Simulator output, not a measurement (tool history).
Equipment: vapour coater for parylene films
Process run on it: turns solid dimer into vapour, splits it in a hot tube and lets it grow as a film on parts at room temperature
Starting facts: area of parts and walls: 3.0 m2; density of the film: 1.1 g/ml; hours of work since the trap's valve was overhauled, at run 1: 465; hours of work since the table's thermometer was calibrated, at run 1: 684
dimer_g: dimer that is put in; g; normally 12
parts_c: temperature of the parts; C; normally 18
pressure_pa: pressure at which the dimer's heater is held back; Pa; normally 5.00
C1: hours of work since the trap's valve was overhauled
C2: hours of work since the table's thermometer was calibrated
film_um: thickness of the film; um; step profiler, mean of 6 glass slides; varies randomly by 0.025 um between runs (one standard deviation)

run 1 hour=0.0 | dimer_g=12 parts_c=18 pressure_pa=5.00 | C1=465 C2=684 | film_um=1.54
run 2 hour=43.9 | dimer_g=12 parts_c=18 pressure_pa=5.00 | C1=490 C2=709 | film_um=1.59
run 3 hour=89.5 | dimer_g=12 parts_c=18 pressure_pa=6.28 | C1=516 C2=735 | film_um=1.44
run 4 hour=117.9 | dimer_g=12 parts_c=18 pressure_pa=6.28 | C1=533 C2=752 | film_um=1.44
run 5 hour=165.2 | dimer_g=12 parts_c=13 pressure_pa=5.00 | C1=560 C2=779 | film_um=1.65
run 6 hour=204.4 | dimer_g=8 parts_c=13 pressure_pa=5.00 | C1=583 C2=802 | film_um=1.11
run 7 hour=237.7 | dimer_g=12 parts_c=18 pressure_pa=2.20 | C1=602 C2=821 | film_um=1.88
-- hour=244.2 trap's valve overhauled
run 8 hour=289.8 | dimer_g=12 parts_c=27 pressure_pa=5.00 | C1=26 C2=849 | film_um=1.49
run 9 hour=337.8 | dimer_g=12 parts_c=27 pressure_pa=5.00 | C1=54 C2=877 | film_um=1.49
run 10 hour=370.9 | dimer_g=12 parts_c=27 pressure_pa=5.00 | C1=73 C2=896 | film_um=1.51
run 11 hour=412.6 | dimer_g=12 parts_c=27 pressure_pa=5.00 | C1=97 C2=920 | film_um=1.45
run 12 hour=437.5 | dimer_g=12 parts_c=18 pressure_pa=5.00 | C1=112 C2=934 | film_um=1.68
run 13 hour=476.4 | dimer_g=15 parts_c=18 pressure_pa=8.73 | C1=134 C2=957 | film_um=1.87
run 14 hour=514.3 | dimer_g=6 parts_c=18 pressure_pa=8.73 | C1=156 C2=979 | film_um=0.77
run 15 hour=561.7 | dimer_g=15 parts_c=24 pressure_pa=9.67 | C1=184 C2=1006 | film_um=1.60
-- hour=594.5 table's thermometer calibrated
run 16 hour=595.2 | dimer_g=8 parts_c=18 pressure_pa=5.00 | C1=202 C2=0 | film_um=1.13
run 17 hour=634.1 | dimer_g=8 parts_c=22 pressure_pa=11.95 | C1=225 C2=23 | film_um=0.86
run 18 hour=659.7 | dimer_g=19 parts_c=16 pressure_pa=5.73 | C1=240 C2=38 | film_um=2.71
run 19 hour=694.0 | dimer_g=19 parts_c=24 pressure_pa=2.63 | C1=260 C2=58 | film_um=2.80
run 20 hour=740.5 | dimer_g=19 parts_c=24 pressure_pa=2.63 | C1=286 C2=84 | film_um=2.76
run 21 hour=786.7 | dimer_g=19 parts_c=24 pressure_pa=2.63 | C1=313 C2=111 | film_um=2.77
run 22 hour=821.3 | dimer_g=20 parts_c=18 pressure_pa=4.17 | C1=333 C2=131 | film_um=2.86
run 23 hour=848.9 | dimer_g=20 parts_c=29 pressure_pa=9.62 | C1=349 C2=147 | film_um=1.94
run 24 hour=903.2 | dimer_g=20 parts_c=14 pressure_pa=2.97 | C1=381 C2=179 | film_um=3.31

Here are 3 independent what-if runs from the current tool condition. What would each one return?
run A hour=955.5 | dimer_g=12 parts_c=22 pressure_pa=5.00 | C1=411 C2=209 | film_um=?
run B hour=955.5 | dimer_g=6 parts_c=27 pressure_pa=3.95 | C1=411 C2=209 | film_um=?
run C hour=955.5 | dimer_g=8 parts_c=20 pressure_pa=2.10 | C1=411 C2=209 | film_um=?

run=A film_um=1.51
run=B film_um=0.76
run=C film_um=1.27
Had the tool no hidden state, the same runs would have come out as:
run=A film_um=1.66
run=B film_um=0.83
run=C film_um=1.39
